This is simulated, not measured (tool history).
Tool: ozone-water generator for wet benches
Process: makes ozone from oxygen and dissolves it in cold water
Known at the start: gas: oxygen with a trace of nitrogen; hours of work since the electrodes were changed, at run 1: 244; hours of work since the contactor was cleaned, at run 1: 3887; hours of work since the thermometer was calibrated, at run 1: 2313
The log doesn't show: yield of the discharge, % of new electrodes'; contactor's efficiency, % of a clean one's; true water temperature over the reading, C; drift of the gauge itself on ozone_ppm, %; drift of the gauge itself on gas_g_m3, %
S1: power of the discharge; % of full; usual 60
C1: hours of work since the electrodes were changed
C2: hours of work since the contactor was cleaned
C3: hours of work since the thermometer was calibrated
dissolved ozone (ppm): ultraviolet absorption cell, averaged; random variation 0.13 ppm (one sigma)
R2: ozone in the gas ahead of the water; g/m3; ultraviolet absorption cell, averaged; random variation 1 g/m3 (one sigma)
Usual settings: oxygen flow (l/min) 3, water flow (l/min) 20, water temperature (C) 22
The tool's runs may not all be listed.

run 1 hour=0 | S1=60 oxygen_flow_(l/min)=3 water_flow_(l/min)=20 water_temperature_(C)=22 | C1=244 C2=3887 C3=2313 | dissolved_ozone_(ppm)=13.3 R2=182.7
run 2 hour=53 | S1=60 oxygen_flow_(l/min)=3.36 water_flow_(l/min)=20 water_temperature_(C)=22 | C1=276 C2=3919 C3=2345 | dissolved_ozone_(ppm)=13.8 R2=176.3
run 3 hour=76.2 | S1=60 oxygen_flow_(l/min)=3.61 water_flow_(l/min)=20 water_temperature_(C)=22 | C1=290 C2=3933 C3=2359 | dissolved_ozone_(ppm)=14.2 R2=171.8
run 4 hour=112.7 | S1=60 oxygen_flow_(l/min)=3 water_flow_(l/min)=20 water_temperature_(C)=22 | C1=312 C2=3955 C3=2381 | dissolved_ozone_(ppm)=13.2 R2=183.9
run 5 hour=161.1 | S1=60 oxygen_flow_(l/min)=3 water_flow_(l/min)=20 water_temperature_(C)=22 | C1=342 C2=3985 C3=2410 | dissolved_ozone_(ppm)=13.5 R2=183.5
run 6 hour=184.8 | S1=60 oxygen_flow_(l/min)=3 water_flow_(l/min)=20 water_temperature_(C)=22 | C1=356 C2=3999 C3=2424 | dissolved_ozone_(ppm)=13.2 R2=184.3
run 7 hour=222.3 | S1=60 oxygen_flow_(l/min)=2.03 water_flow_(l/min)=20 water_temperature_(C)=22 | C1=378 C2=4021 C3=2447 | dissolved_ozone_(ppm)=11.6 R2=211.9
run 8 hour=256.8 | S1=60 oxygen_flow_(l/min)=3 water_flow_(l/min)=20 water_temperature_(C)=22 | C1=399 C2=4042 C3=2468 | dissolved_ozone_(ppm)=13.4 R2=182.2
run 9 hour=313.2 | S1=60 oxygen_flow_(l/min)=3 water_flow_(l/min)=29 water_temperature_(C)=22 | C1=433 C2=4076 C3=2502 | dissolved_ozone_(ppm)=9.2 R2=182.3
run 10 hour=356.8 | S1=60 oxygen_flow_(l/min)=3 water_flow_(l/min)=29 water_temperature_(C)=22 | C1=459 C2=4102 C3=2528 | dissolved_ozone_(ppm)=9.3 R2=184
-- hour=375.8 contactor cleaned
run 11 hour=390.4 | S1=60 oxygen_flow_(l/min)=3 water_flow_(l/min)=29 water_temperature_(C)=22 | C1=477 C2=9 C3=2546 | dissolved_ozone_(ppm)=9.6 R2=180.8
run 12 hour=415.6 | S1=60 oxygen_flow_(l/min)=3.94 water_flow_(l/min)=20 water_temperature_(C)=22 | C1=492 C2=24 C3=2561 | dissolved_ozone_(ppm)=14.7 R2=164.7
run 13 hour=461.6 | S1=60 oxygen_flow_(l/min)=3.94 water_flow_(l/min)=20 water_temperature_(C)=22 | C1=520 C2=52 C3=2589 | dissolved_ozone_(ppm)=14.8 R2=166.3
run 14 hour=494.3 | S1=60 oxygen_flow_(l/min)=3 water_flow_(l/min)=20 water_temperature_(C)=22 | C1=540 C2=71 C3=2609 | dissolved_ozone_(ppm)=13.7 R2=181.1
run 15 hour=539.4 | S1=60 oxygen_flow_(l/min)=3 water_flow_(l/min)=20 water_temperature_(C)=22 | C1=567 C2=99 C3=2636 | dissolved_ozone_(ppm)=13.6 R2=180.6
run 16 hour=586.3 | S1=57 oxygen_flow_(l/min)=3.62 water_flow_(l/min)=21 water_temperature_(C)=14 | C1=595 C2=127 C3=2664 | dissolved_ozone_(ppm)=14.3 R2=164.1
run 17 hour=632.3 | S1=57 oxygen_flow_(l/min)=3.62 water_flow_(l/min)=21 water_temperature_(C)=14 | C1=623 C2=155 C3=2692 | dissolved_ozone_(ppm)=14.5 R2=163.9
run 18 hour=689 | S1=57 oxygen_flow_(l/min)=3.62 water_flow_(l/min)=21 water_temperature_(C)=14 | C1=657 C2=189 C3=2726 | dissolved_ozone_(ppm)=14.3 R2=164.4
run 19 hour=730.8 | S1=57 oxygen_flow_(l/min)=3.62 water_flow_(l/min)=21 water_temperature_(C)=14 | C1=682 C2=214 C3=2751 | dissolved_ozone_(ppm)=14.1 R2=163.8
run 20 hour=778.5 | S1=52 oxygen_flow_(l/min)=3.62 water_flow_(l/min)=21 water_temperature_(C)=27 | C1=711 C2=243 C3=2780 | dissolved_ozone_(ppm)=11.6 R2=152.3
run 21 hour=834.4 | S1=52 oxygen_flow_(l/min)=3.62 water_flow_(l/min)=21 water_temperature_(C)=27 | C1=745 C2=276 C3=2813 | dissolved_ozone_(ppm)=11.4 R2=152.2
run 22 hour=871 | S1=65 oxygen_flow_(l/min)=1.58 water_flow_(l/min)=25 water_temperature_(C)=27 | C1=767 C2=298 C3=2835 | dissolved_ozone_(ppm)=8.8 R2=242.1
run 23 hour=905 | S1=60 oxygen_flow_(l/min)=3 water_flow_(l/min)=26 water_temperature_(C)=20 | C1=787 C2=319 C3=2856 | dissolved_ozone_(ppm)=10.7 R2=183
run 24 hour=928.8 | S1=60 oxygen_flow_(l/min)=3 water_flow_(l/min)=17 water_temperature_(C)=30 | C1=802 C2=333 C3=2870 | dissolved_ozone_(ppm)=14 R2=180.9
run 25 hour=975.2 | S1=60 oxygen_flow_(l/min)=3 water_flow_(l/min)=17 water_temperature_(C)=30 | C1=830 C2=361 C3=2898 | dissolved_ozone_(ppm)=14.1 R2=183.2
run 26 hour=1031.4 | S1=91 oxygen_flow_(l/min)=3 water_flow_(l/min)=20 water_temperature_(C)=15 | C1=863 C2=395 C3=2932 | dissolved_ozone_(ppm)=20.4 R2=255.6
run 27 hour=1072.4 | S1=91 oxygen_flow_(l/min)=3 water_flow_(l/min)=20 water_temperature_(C)=15 | C1=888 C2=420 C3=2957 | dissolved_ozone_(ppm)=20.3 R2=252.3
run 28 hour=1104.5 | S1=49 oxygen_flow_(l/min)=3.94 water_flow_(l/min)=16 water_temperature_(C)=25 | C1=907 C2=439 C3=2976 | dissolved_ozone_(ppm)=14.5 R2=140.9
run 29 hour=1135.3 | S1=49 oxygen_flow_(l/min)=3.94 water_flow_(l/min)=16 water_temperature_(C)=25 | C1=926 C2=458 C3=2995 | dissolved_ozone_(ppm)=14.2 R2=140.2
run 30 hour=1179.9 | S1=50 oxygen_flow_(l/min)=1.83 water_flow_(l/min)=16 water_temperature_(C)=25 | C1=953 C2=484 C3=3022 | dissolved_ozone_(ppm)=11.8 R2=185.7

4 ways to go on from here, each from the tool as it stands after run 30. What would each give?
run A hour=1236.8 | S1=60 oxygen_flow_(l/min)=3 water_flow_(l/min)=17 water_temperature_(C)=21 | C1=987 C2=519 C3=3056 | dissolved_ozone_(ppm)=? R2=?
run B hour=1236.8 | S1=49 oxygen_flow_(l/min)=3 water_flow_(l/min)=19 water_temperature_(C)=28 | C1=987 C2=519 C3=3056 | dissolved_ozone_(ppm)=? R2=?
run C hour=1236.8 | S1=60 oxygen_flow_(l/min)=4.62 water_flow_(l/min)=20 water_temperature_(C)=18 | C1=987 C2=519 C3=3056 | dissolved_ozone_(ppm)=? R2=?
run D hour=1236.8 | S1=52 oxygen_flow_(l/min)=4.43 water_flow_(l/min)=16 water_temperature_(C)=16 | C1=987 C2=519 C3=3056 | dissolved_ozone_(ppm)=? R2=?

run=A dissolved_ozone_(ppm)=15.7 R2=182.7
run=B dissolved_ozone_(ppm)=11.2 R2=154.1
run=C dissolved_ozone_(ppm)=15.9 R2=156.7
run=D dissolved_ozone_(ppm)=17.6 R2=141.1
Without the tool's hidden state the same runs would have given:
run=A dissolved_ozone_(ppm)=16 R2=184.1
run=B dissolved_ozone_(ppm)=11.3 R2=155
run=C dissolved_ozone_(ppm)=16.2 R2=157.9
run=D dissolved_ozone_(ppm)=17.8 R2=142
